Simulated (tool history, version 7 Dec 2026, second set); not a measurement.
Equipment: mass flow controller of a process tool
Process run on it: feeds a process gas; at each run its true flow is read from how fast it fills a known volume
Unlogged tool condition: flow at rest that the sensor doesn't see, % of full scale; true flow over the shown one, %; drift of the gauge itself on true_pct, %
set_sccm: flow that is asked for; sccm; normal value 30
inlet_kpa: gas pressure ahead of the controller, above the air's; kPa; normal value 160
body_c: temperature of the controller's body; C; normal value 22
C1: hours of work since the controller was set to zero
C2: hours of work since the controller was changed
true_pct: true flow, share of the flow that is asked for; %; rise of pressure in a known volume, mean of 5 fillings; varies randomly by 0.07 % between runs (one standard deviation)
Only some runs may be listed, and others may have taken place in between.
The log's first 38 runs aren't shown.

run 39 day=662.692 | set_sccm=22 inlet_kpa=142 body_c=22 | C1=6650 C2=6650 | true_pct=103.74
run 40 day=674.296 | set_sccm=39 inlet_kpa=161 body_c=24 | C1=6836 C2=6836 | true_pct=102.69
-- day=676.033 controller's zero set anew
run 41 day=692.071 | set_sccm=39 inlet_kpa=161 body_c=24 | C1=256 C2=7119 | true_pct=100.40
-- day=704.500 controller exchanged for a calibrated one
run 42 day=716.075 | set_sccm=39 inlet_kpa=161 body_c=24 | C1=185 C2=185 | true_pct=99.15
run 43 day=730.829 | set_sccm=26 inlet_kpa=251 body_c=24 | C1=421 C2=421 | true_pct=99.61
run 44 day=742.800 | set_sccm=32 inlet_kpa=143 body_c=30 | C1=612 C2=612 | true_pct=99.71
run 45 day=753.400 | set_sccm=48 inlet_kpa=160 body_c=28 | C1=781 C2=781 | true_pct=99.87
run 46 day=763.438 | set_sccm=20 inlet_kpa=232 body_c=24 | C1=942 C2=942 | true_pct=100.11
run 47 day=787.096 | set_sccm=19 inlet_kpa=233 body_c=24 | C1=1320 C2=1320 | true_pct=100.37

What if the next run were any one of these 5? Each begins from the tool's condition after run 47:
run A day=807.208 | set_sccm=30 inlet_kpa=160 body_c=22 | C1=1641 C2=1641 | true_pct=?
run B day=807.208 | set_sccm=96 inlet_kpa=233 body_c=34 | C1=1641 C2=1641 | true_pct=?
run C day=807.208 | set_sccm=26 inlet_kpa=233 body_c=24 | C1=1641 C2=1641 | true_pct=?
run D day=807.208 | set_sccm=17 inlet_kpa=160 body_c=24 | C1=1641 C2=1641 | true_pct=?
run E day=807.208 | set_sccm=15 inlet_kpa=162 body_c=24 | C1=1641 C2=1641 | true_pct=?

run=A true_pct=99.69
run=B true_pct=101.62
run=C true_pct=100.38
run=D true_pct=100.51
run=E true_pct=100.67
Without the tool's unlogged condition, the same runs would have read:
run=A true_pct=98.54
run=B true_pct=101.05
run=C true_pct=99.10
run=D true_pct=98.71
run=E true_pct=98.68
